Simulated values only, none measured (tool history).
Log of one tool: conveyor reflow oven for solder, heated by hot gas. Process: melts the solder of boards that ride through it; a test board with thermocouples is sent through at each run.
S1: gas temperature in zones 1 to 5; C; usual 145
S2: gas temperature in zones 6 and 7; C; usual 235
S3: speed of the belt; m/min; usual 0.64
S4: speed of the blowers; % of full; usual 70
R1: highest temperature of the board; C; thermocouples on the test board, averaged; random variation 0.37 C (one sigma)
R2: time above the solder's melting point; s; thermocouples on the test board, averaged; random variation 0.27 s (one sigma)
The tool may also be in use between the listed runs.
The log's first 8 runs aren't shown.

run,hour,S1,S2,S3,S4,R1,R2
9,100.6,145,235,0.64,62,216.4,58.1
10,112,145,248,0.64,70,229.3,67
11,121.1,145,248,0.64,70,229.1,67.3
# hour 127.7: flux residue cleaned out of gas plates and filters
12,139.1,145,237,0.64,70,218.7,60.1
13,155.6,145,237,0.64,70,218.3,60.2
# hour 163.8: flux residue cleaned out of gas plates and filters, once more
14,173.6,145,237,0.64,70,220.3,61.6
15,184.3,145,235,0.64,70,218.1,60.1
16,197.3,145,235,0.64,70,218.3,60.2
17,208.3,136,235,0.623,81,219.7,59.7
18,220.1,136,235,0.623,81,219.2,59.8
19,228.5,145,235,0.64,70,217.8,60
20,238.6,140,229,0.58,83,216,64.1
21,256.4,140,229,0.654,83,212.9,54.1
22,264.8,152,235,0.737,70,215.9,52.4
23,282.5,152,235,0.737,70,215.4,51.7
24,298.1,152,235,0.737,70,216.1,52
25,311.2,145,228,0.547,59,214.6,68.1
26,321.8,145,228,0.547,59,214.5,68.5
27,329.2,132,228,0.748,90,207.6,38.4
28,337.1,132,228,0.748,90,206.9,38.4
29,352.7,132,237,0.748,90,214.5,44.7
30,370.1,132,237,0.748,90,214.8,44.8
31,385.9,132,237,0.748,90,214.6,44.5
32,403.1,132,237,0.748,90,215,45.2

3 ways to go on from here, each from the tool as it stands after run 32. What would each give?
A,414,143,235,0.573,70,?,?
B,414,151,233,0.748,72,?,?
C,414,160,235,0.536,70,?,?

run,R1,R2
A,221,69.4
B,212.9,49.2
C,224.1,84.8
Without the tool's hidden state the same runs would have given:
run,R1,R2
A,223,69.9
B,214.9,50.1
C,226.1,84.8

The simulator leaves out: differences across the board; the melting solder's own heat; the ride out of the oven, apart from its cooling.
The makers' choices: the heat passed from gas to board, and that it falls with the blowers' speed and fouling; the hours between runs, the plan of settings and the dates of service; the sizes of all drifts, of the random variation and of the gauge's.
